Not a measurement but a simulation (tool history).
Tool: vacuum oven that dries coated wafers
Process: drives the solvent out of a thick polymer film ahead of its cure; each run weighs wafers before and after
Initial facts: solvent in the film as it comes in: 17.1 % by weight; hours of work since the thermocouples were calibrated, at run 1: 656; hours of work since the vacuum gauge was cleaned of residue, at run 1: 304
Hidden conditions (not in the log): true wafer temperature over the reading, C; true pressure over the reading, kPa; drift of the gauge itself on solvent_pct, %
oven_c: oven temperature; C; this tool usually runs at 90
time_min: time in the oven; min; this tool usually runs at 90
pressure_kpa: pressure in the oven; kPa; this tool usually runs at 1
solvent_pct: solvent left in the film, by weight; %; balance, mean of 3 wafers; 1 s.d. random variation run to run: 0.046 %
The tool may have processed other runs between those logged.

| run | hour | oven_c | time_min | pressure_kpa | hours of work since the thermocouples were calibrated | hours of work since the vacuum gauge was cleaned of residue | solvent_pct |
|---|---|---|---|---|---|---|---|
| 1 | 0 | 90 | 90 | 1 | 656 | 304 | 1.84 |
| 2 | 15.7 | 90 | 90 | 1 | 663 | 312 | 1.86 |
| 3 | 29.2 | 90 | 152 | 1 | 670 | 318 | 0.9 |
| 4 | 35.9 | 90 | 152 | 1 | 673 | 322 | 0.89 |
|  | 46.2 | oven's thermocouples calibrated |
| 5 | 46.8 | 90 | 152 | 1 | 0 | 326 | 0.94 |
| 6 | 57 | 90 | 152 | 1 | 5 | 331 | 0.85 |
| 7 | 68.4 | 90 | 90 | 1 | 11 | 337 | 1.91 |
| 8 | 75.9 | 90 | 90 | 1 | 15 | 340 | 1.94 |
|  | 78.6 | oven's thermocouples calibrated, once more |
| 9 | 88.7 | 90 | 90 | 1 | 5 | 346 | 1.46 |
| 10 | 100.5 | 90 | 90 | 1 | 11 | 352 | 1.55 |
| 11 | 110.6 | 90 | 90 | 1 | 16 | 356 | 1.53 |
| 12 | 122.5 | 90 | 90 | 1 | 22 | 362 | 1.46 |
| 13 | 129.2 | 90 | 90 | 1 | 25 | 366 | 1.52 |
| 14 | 137.1 | 90 | 90 | 1 | 29 | 370 | 1.49 |
| 15 | 148 | 90 | 90 | 1 | 34 | 375 | 1.47 |
| 16 | 156 | 99 | 90 | 1 | 38 | 379 | 0.46 |
| 17 | 171.9 | 90 | 90 | 1 | 46 | 387 | 1.53 |
| 18 | 180.1 | 78 | 90 | 1 | 50 | 391 | 5.32 |
| 19 | 188.9 | 90 | 90 | 1 | 54 | 395 | 1.57 |
| 20 | 201.4 | 90 | 90 | 1 | 60 | 401 | 1.53 |
| 21 | 210.1 | 90 | 90 | 1 | 65 | 405 | 1.51 |
| 22 | 219.3 | 90 | 90 | 1 | 69 | 410 | 1.51 |
| 23 | 234.4 | 90 | 90 | 0.64 | 77 | 417 | 1.36 |
| 24 | 247.5 | 90 | 90 | 0.64 | 83 | 424 | 1.28 |
| 25 | 263.1 | 90 | 86 | 1.33 | 91 | 432 | 1.85 |
| 26 | 270 | 76 | 86 | 2.48 | 94 | 435 | 7.43 |
| 27 | 281.8 | 89 | 118 | 0.85 | 100 | 441 | 1.03 |
| 28 | 296.5 | 89 | 118 | 0.85 | 107 | 448 | 1.02 |
| 29 | 307.5 | 93 | 113 | 3.47 | 113 | 453 | 2.04 |
| 30 | 318 | 96 | 90 | 3.17 | 118 | 459 | 1.75 |
| 31 | 331.6 | 103 | 90 | 0.83 | 125 | 465 | 0.36 |
| 32 | 343.7 | 83 | 51 | 1 | 131 | 471 | 6.16 |
| 33 | 358 | 83 | 51 | 1 | 138 | 478 | 6.16 |
| 34 | 364.8 | 83 | 51 | 1 | 141 | 482 | 6.12 |
| 35 | 375.5 | 83 | 143 | 1 | 146 | 487 | 1.91 |
| 36 | 385.8 | 90 | 90 | 1.37 | 151 | 492 | 1.69 |
| 37 | 399.8 | 90 | 90 | 1.37 | 158 | 499 | 1.73 |
| 38 | 411.5 | 97 | 76 | 1 | 164 | 505 | 0.76 |
| 39 | 420.6 | 97 | 76 | 1 | 169 | 509 | 0.82 |
| 40 | 430.5 | 92 | 72 | 3.55 | 173 | 514 | 3.08 |
| 41 | 439.9 | 92 | 72 | 3.55 | 178 | 519 | 3 |
| 42 | 449.7 | 84 | 90 | 0.68 | 183 | 524 | 2.96 |
| 43 | 463.1 | 90 | 90 | 1 | 189 | 530 | 1.56 |
| 44 | 470.7 | 88 | 110 | 1.24 | 193 | 534 | 1.63 |
| 45 | 479.6 | 90 | 126 | 1.62 | 198 | 538 | 1.35 |
| 46 | 487.3 | 90 | 126 | 1.62 | 201 | 542 | 1.27 |

Predict each of these 4 candidate next runs independently; none follows another, all start after run 46:
| A | 500.8 | 77 | 126 | 2.27 | 208 | 549 | ? |
| B | 500.8 | 85 | 73 | 0.95 | 208 | 549 | ? |
| C | 500.8 | 90 | 129 | 1 | 208 | 549 | ? |
| D | 500.8 | 96 | 127 | 3.17 | 208 | 549 | ? |

| run | solvent_pct |
|---|---|
| A | 5.28 |
| B | 3.7 |
| C | 1.01 |
| D | 1.52 |
The same runs, with their run-to-run variation unchanged, on a tool lacking any hidden condition would have given:
| run | solvent_pct |
|---|---|
| A | 5.01 |
| B | 3.48 |
| C | 0.88 |
| D | 1.42 |
